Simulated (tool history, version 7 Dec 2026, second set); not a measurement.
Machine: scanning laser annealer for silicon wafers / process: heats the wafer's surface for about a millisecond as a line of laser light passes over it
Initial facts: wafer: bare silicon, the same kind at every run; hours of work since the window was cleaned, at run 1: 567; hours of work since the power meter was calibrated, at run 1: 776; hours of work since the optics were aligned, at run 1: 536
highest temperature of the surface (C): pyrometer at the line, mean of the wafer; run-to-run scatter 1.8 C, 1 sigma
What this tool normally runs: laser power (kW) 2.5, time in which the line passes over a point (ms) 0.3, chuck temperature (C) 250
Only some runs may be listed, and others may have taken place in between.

run,hour,laser power (kW),time in which the line passes over a point (ms),chuck temperature (C),hours of work since the window was cleaned,hours of work since the power meter was calibrated,hours of work since the optics were aligned,highest temperature of the surface (C)
1,0,2.5,0.3,250,567,776,536,943
2,32.2,2.5,0.3,250,584,793,553,938
3,74.4,2.5,0.348,250,606,815,575,994
4,104,2.5,0.348,250,621,830,590,998
5,132.4,2.5,0.3,250,636,845,605,938
6,181.7,2.5,0.3,250,661,870,630,938
7,225,2.5,0.3,250,684,893,653,937
8,275.6,2.5,0.342,250,710,919,679,985
# hour 308: window over the wafer cleaned
9,308.6,2.397,0.3,250,0,935,695,922
10,365.9,2.397,0.3,250,30,965,725,919
11,399,2.246,0.3,250,47,982,742,863
12,451.8,2.5,0.3,250,75,1010,770,954
13,500.9,2.5,0.3,243,100,1035,795,950
14,559.5,2.563,0.3,250,131,1066,826,977
15,587.5,2.563,0.3,250,145,1080,840,976
16,644,2.563,0.3,220,175,1110,870,942
17,687.6,2.563,0.3,220,197,1132,892,945
18,717.5,2.563,0.3,220,213,1148,908,943
# hour 736.1: optics aligned, line set to its width
19,754.6,2.563,0.372,247,229,1164,10,1076
20,801,2.563,0.372,247,254,1189,34,1073
21,845,2.482,0.372,269,276,1211,57,1058
22,886,2.268,0.336,221,298,1233,78,887
23,916,2.51,0.313,219,313,1248,93,949
24,953.6,2.604,0.351,250,333,1268,113,1061
25,979.2,2.604,0.237,266,346,1281,126,927
26,1023.2,2.714,0.344,270,369,1304,149,1122
27,1076,2.445,0.318,246,397,1331,177,952
28,1108.6,2.255,0.3,210,413,1348,194,822
29,1145.6,2.255,0.3,210,433,1368,213,823
30,1197.3,2.255,0.3,210,460,1394,240,824
31,1242.8,2.255,0.3,210,483,1418,263,821
32,1279.8,2.24,0.312,288,502,1437,283,906
33,1327.6,2.434,0.3,220,527,1462,307,891

3 ways to go on from here, each from the tool as it stands after run 33. What would each give?
A,1376.7,2.162,0.3,250,553,1488,333,?
B,1376.7,2.714,0.277,258,553,1488,333,?
C,1376.7,2.434,0.374,247,553,1488,333,?

run,highest temperature of the surface (C)
A,824
B,1004
C,1001
Take away the tool's hidden state, keep each run's random variation, and the runs would have read:
run,highest temperature of the surface (C)
A,847
B,1034
C,1031
